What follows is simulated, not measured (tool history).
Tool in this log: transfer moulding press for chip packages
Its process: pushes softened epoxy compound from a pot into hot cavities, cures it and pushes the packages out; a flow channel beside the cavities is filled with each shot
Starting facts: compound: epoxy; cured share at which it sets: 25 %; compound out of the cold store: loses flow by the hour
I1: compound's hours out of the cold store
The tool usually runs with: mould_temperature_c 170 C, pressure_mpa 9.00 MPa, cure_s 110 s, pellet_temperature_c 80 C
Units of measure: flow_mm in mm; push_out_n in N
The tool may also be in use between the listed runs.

{"run": 1, "hour": 0.0, "mould_temperature_c": 170, "pressure_mpa": 9.0, "cure_s": 110, "pellet_temperature_c": 80, "I1": 17.5, "flow_mm": 698, "push_out_n": 324}
{"run": 2, "hour": 15.8, "mould_temperature_c": 170, "pressure_mpa": 9.0, "cure_s": 110, "pellet_temperature_c": 80, "I1": 40.8, "flow_mm": 572, "push_out_n": 354}
{"run": 3, "hour": 37.6, "mould_temperature_c": 170, "pressure_mpa": 9.0, "cure_s": 95, "pellet_temperature_c": 80, "I1": 38.2, "flow_mm": 591, "push_out_n": 463}
{"hour": 57.6, "done": "plunger's sealing rings changed"}
{"run": 4, "hour": 70.7, "mould_temperature_c": 170, "pressure_mpa": 9.0, "cure_s": 110, "pellet_temperature_c": 80, "I1": 47.5, "flow_mm": 567, "push_out_n": 467}
{"hour": 80.5, "done": "cavities cleaned with cleaning compound and waxed"}
{"run": 5, "hour": 87.4, "mould_temperature_c": 170, "pressure_mpa": 9.0, "cure_s": 110, "pellet_temperature_c": 80, "I1": 38.5, "flow_mm": 616, "push_out_n": 277}
{"run": 6, "hour": 118.8, "mould_temperature_c": 168, "pressure_mpa": 9.0, "cure_s": 110, "pellet_temperature_c": 80, "I1": 45.3, "flow_mm": 594, "push_out_n": 392}
{"run": 7, "hour": 136.0, "mould_temperature_c": 170, "pressure_mpa": 9.0, "cure_s": 110, "pellet_temperature_c": 80, "I1": 36.4, "flow_mm": 622, "push_out_n": 437}
{"run": 8, "hour": 158.7, "mould_temperature_c": 170, "pressure_mpa": 9.0, "cure_s": 110, "pellet_temperature_c": 80, "I1": 25.2, "flow_mm": 683, "push_out_n": 449}
{"hour": 171.1, "done": "cavities cleaned with cleaning compound and waxed"}
{"run": 9, "hour": 180.7, "mould_temperature_c": 170, "pressure_mpa": 9.0, "cure_s": 110, "pellet_temperature_c": 80, "I1": 23.7, "flow_mm": 685, "push_out_n": 296}
{"hour": 192.8, "done": "mould's thermocouples calibrated"}
{"run": 10, "hour": 210.7, "mould_temperature_c": 170, "pressure_mpa": 9.0, "cure_s": 110, "pellet_temperature_c": 80, "I1": 27.9, "flow_mm": 660, "push_out_n": 391}
{"run": 11, "hour": 226.2, "mould_temperature_c": 170, "pressure_mpa": 9.0, "cure_s": 110, "pellet_temperature_c": 80, "I1": 20.7, "flow_mm": 713, "push_out_n": 419}
{"run": 12, "hour": 246.7, "mould_temperature_c": 170, "pressure_mpa": 9.0, "cure_s": 109, "pellet_temperature_c": 80, "I1": 45.9, "flow_mm": 567, "push_out_n": 451}
{"hour": 262.9, "done": "cavities cleaned with cleaning compound and waxed"}
{"run": 13, "hour": 278.8, "mould_temperature_c": 172, "pressure_mpa": 7.66, "cure_s": 134, "pellet_temperature_c": 82, "I1": 12.4, "flow_mm": 685, "push_out_n": 303}

For run 14, what comes out?
{"run": 14, "hour": 296.2, "mould_temperature_c": 172, "pressure_mpa": 7.66, "cure_s": 134, "pellet_temperature_c": 82, "I1": 26.5, "flow_mm": "?", "push_out_n": "?"}

flow_mm: 607 mm
push_out_n: 348 N
Take away the tool's hidden state, keep the run-to-run variation as it was, and the same run would have given flow_mm 626 mm, push_out_n 230 N.

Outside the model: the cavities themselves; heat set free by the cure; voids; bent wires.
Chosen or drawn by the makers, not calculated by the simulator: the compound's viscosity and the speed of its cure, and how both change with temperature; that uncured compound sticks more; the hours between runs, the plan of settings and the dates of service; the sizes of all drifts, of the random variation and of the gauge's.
